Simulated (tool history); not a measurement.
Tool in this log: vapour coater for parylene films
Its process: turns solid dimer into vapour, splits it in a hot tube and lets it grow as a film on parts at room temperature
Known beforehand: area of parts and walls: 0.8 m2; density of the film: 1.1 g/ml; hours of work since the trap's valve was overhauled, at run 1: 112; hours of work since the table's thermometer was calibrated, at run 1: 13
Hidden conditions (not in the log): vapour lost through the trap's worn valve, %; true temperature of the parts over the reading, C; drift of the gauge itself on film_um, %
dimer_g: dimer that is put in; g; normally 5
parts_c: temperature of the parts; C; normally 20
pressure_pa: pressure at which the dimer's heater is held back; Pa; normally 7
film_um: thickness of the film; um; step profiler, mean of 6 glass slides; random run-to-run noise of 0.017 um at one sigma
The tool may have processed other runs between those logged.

run,hour,dimer_g,parts_c,pressure_pa,hours of work since the trap's valve was overhauled,hours of work since the table's thermometer was calibrated,film_um
1,0,5,20,7,112,13,3.36
2,27.4,7,20,7,126,27,4.68
3,45.5,7,20,7,135,36,4.72
4,80.1,7,27,7,153,53,3.94
5,110.5,5,12,7,169,69,3.99
6,136.7,5,12,7,182,82,3.99
7,156.2,5,20,5.51,192,92,3.5
8,183.7,5,20,7,206,106,3.27
9,211.8,5,20,3.05,220,120,4.01
10,234.2,5,20,3.05,232,132,3.96
11,264.8,5,20,3.05,247,147,3.96
12,299.5,5,20,3.05,265,165,3.96
13,318.9,5,20,7,275,175,3.21
# hour 332.9: trap's valve overhauled
14,357.4,5,20,7,12,193,3.47
# hour 360.4: table's thermometer calibrated
15,382.9,5,20,7,25,11,3.49
16,398.3,5,20,3.99,33,19,3.99
17,423.1,4,20,7.37,45,32,2.72
18,443.5,4,20,7.37,56,42,2.72
# hour 449.6: table's thermometer calibrated, once more
19,464.4,5,31,5.8,66,8,2.79
20,484.9,2,20,4.02,76,18,1.57
21,513.9,5,24,3.66,91,33,3.6
22,537.4,5,24,3.66,103,45,3.62
23,556.8,5,16,7.44,113,55,3.65
24,586,3,30,7.44,128,69,1.59
25,609,3,30,7.44,140,81,1.56
26,641.5,3,16,6.42,156,98,2.26
27,672.2,3,16,6.42,172,113,2.23
28,692.8,9,17,11.42,182,124,5.67
29,714.1,3,20,5.13,193,135,2.14
30,734,5,22,3.34,203,145,3.79
31,753,5,22,4.43,213,155,3.51

Each row is a separate what-if for the run after 31, all from the same tool condition, not one after another. Results?
A,789.3,5,13,11.31,231,173,?
B,789.3,9,23,2.04,231,173,?
C,789.3,6,22,2.03,231,173,?
D,789.3,5,20,4.07,231,173,?

run,film_um
A,3.42
B,7.4
C,5.08
D,3.75
Take away the tool's hidden state, keep each run's random variation, and the runs would have read:
run,film_um
A,3.65
B,7.91
C,5.43
D,4

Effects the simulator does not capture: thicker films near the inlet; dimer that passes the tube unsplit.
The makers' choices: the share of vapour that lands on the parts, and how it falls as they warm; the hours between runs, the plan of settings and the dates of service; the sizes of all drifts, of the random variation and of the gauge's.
